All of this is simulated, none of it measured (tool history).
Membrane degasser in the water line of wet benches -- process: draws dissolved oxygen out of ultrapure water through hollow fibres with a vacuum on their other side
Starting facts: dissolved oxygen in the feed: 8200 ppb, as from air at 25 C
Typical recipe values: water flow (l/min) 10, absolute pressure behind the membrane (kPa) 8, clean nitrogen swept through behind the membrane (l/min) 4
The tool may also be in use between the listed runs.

| run | hour | water flow (l/min) | absolute pressure behind the membrane (kPa) | clean nitrogen swept through behind the membrane (l/min) | dissolved oxygen in the water behind the degasser (ppb) | pressure that the water loses in the fibres (kPa) |
|---|---|---|---|---|---|---|
| 1 | 0 | 10 | 8 | 4 | 95.5 | 50.54 |
| 2 | 277.7 | 10 | 8 | 4 | 94.9 | 50.23 |
| 3 | 479.2 | 10 | 8 | 4 | 94.6 | 49.71 |
| 4 | 741.2 | 10 | 8 | 1.74 | 132.5 | 50.33 |
| 5 | 869.5 | 13 | 8 | 4 | 141.2 | 65.62 |
| 6 | 1127.3 | 13 | 8 | 4 | 140.2 | 65.73 |
| 7 | 1377.2 | 10 | 8 | 2.17 | 119.5 | 50.31 |
| 8 | 1613.2 | 10 | 8 | 2.17 | 120.4 | 50.9 |
| 9 | 1748.7 | 10 | 8 | 2.17 | 120.4 | 50.55 |
| 10 | 2000.9 | 10 | 8 | 4.37 | 92.6 | 51.08 |
| 11 | 2183.2 | 10 | 8 | 3.22 | 103.1 | 50.56 |
| 12 | 2403.1 | 10 | 8 | 4 | 96 | 50.45 |
| 13 | 2534.5 | 10 | 10.84 | 4 | 113.8 | 50.75 |
| 14 | 2656.2 | 10 | 10.84 | 4 | 112.5 | 50.98 |
| 15 | 2785 | 10 | 10.84 | 4 | 114.2 | 50.75 |
| 16 | 2973.1 | 10 | 10.84 | 4 | 115.3 | 51.04 |
| 17 | 3239.2 | 10 | 10.84 | 4 | 114.7 | 51.05 |
| 18 | 3502.4 | 10 | 10.84 | 4 | 115.4 | 50.96 |
| 19 | 3628.1 | 12 | 10.84 | 2.31 | 193.6 | 61.35 |
| 20 | 3774.9 | 15 | 7 | 2.07 | 200.9 | 76.7 |
| 21 | 4033.8 | 6 | 12.81 | 2.54 | 84.8 | 30.58 |
| 22 | 4325.1 | 8 | 8 | 4 | 72 | 41.04 |
| 23 | 4482.7 | 8 | 8 | 4 | 71.6 | 41.04 |
| 24 | 4634.3 | 8 | 8 | 4 | 71.4 | 41.14 |
| 25 | 4771.5 | 10 | 12.17 | 2.63 | 153.5 | 51.24 |
| 26 | 4897 | 14 | 14.04 | 4 | 208.6 | 72.23 |
| 27 | 5089.9 | 9 | 14.04 | 3.61 | 108.2 | 43.39 |
| 28 | 5232.1 | 11 | 8 | 4 | 93.1 | 52.63 |
| 29 | 5478.3 | 9 | 9 | 2.46 | 94.6 | 43.24 |
| 30 | 5768.7 | 9 | 9 | 2.46 | 95.7 | 43.46 |
| 31 | 5889.2 | 9 | 9 | 2.46 | 95.5 | 43.44 |
| 32 | 6162.1 | 10 | 19.84 | 2.26 | 226.8 | 48.15 |
| 33 | 6430.6 | 10 | 19.89 | 8.41 | 102.4 | 48.3 |

Between the runs listed above, the log contained 4 entries, not reproduced here. Where in the sequence does each belong, and how does what the log doesn't record of the tool's condition differ from the listed run before to the listed run after?
After run 8, before run 9: seals of the vacuum lines changed (hour 1699)
  membrane still open, %: 95.1 -> 95; air that leaks in behind the membrane, l/min: 0.0166 -> 0.0025
  the result without the hidden state subtracted from the measured one, dissolved oxygen in the water behind the degasser (ppb): +18.1 -> +16.3; pressure that the water loses in the fibres (kPa): +2.52 -> +2.53
After run 18, before run 19: vacuum gauge calibrated (hour 3525.3)
  true pressure behind the membrane over the reading, kPa: 0.23 -> 0.28; air that leaks in behind the membrane, l/min: 0.0058 -> 0.0061
  the result without the hidden state subtracted from the measured one, dissolved oxygen in the water behind the degasser (ppb): +18.5 -> +26.2; pressure that the water loses in the fibres (kPa): +2.88 -> +3.48
After run 24, before run 25: vacuum gauge calibrated, once more (hour 4647.3)
  true pressure behind the membrane over the reading, kPa: 0.32 -> 0.02; air that leaks in behind the membrane, l/min: 0.008 -> 0.0083
  the result without the hidden state subtracted from the measured one, dissolved oxygen in the water behind the degasser (ppb): +15.2 -> +20; pressure that the water loses in the fibres (kPa): +2.5 -> +3.13
After run 26, before run 27: membrane cartridge changed (hour 4919.3)
  membrane still open, %: 93.8 -> 99.9; true pressure behind the membrane over the reading, kPa: 0.02 -> 0.03; air that leaks in behind the membrane, l/min: 0.0085 -> 0.0089
  the result without the hidden state subtracted from the measured one, dissolved oxygen in the water behind the degasser (ppb): +29.6 -> +1.9; pressure that the water loses in the fibres (kPa): +4.45 -> +0.03

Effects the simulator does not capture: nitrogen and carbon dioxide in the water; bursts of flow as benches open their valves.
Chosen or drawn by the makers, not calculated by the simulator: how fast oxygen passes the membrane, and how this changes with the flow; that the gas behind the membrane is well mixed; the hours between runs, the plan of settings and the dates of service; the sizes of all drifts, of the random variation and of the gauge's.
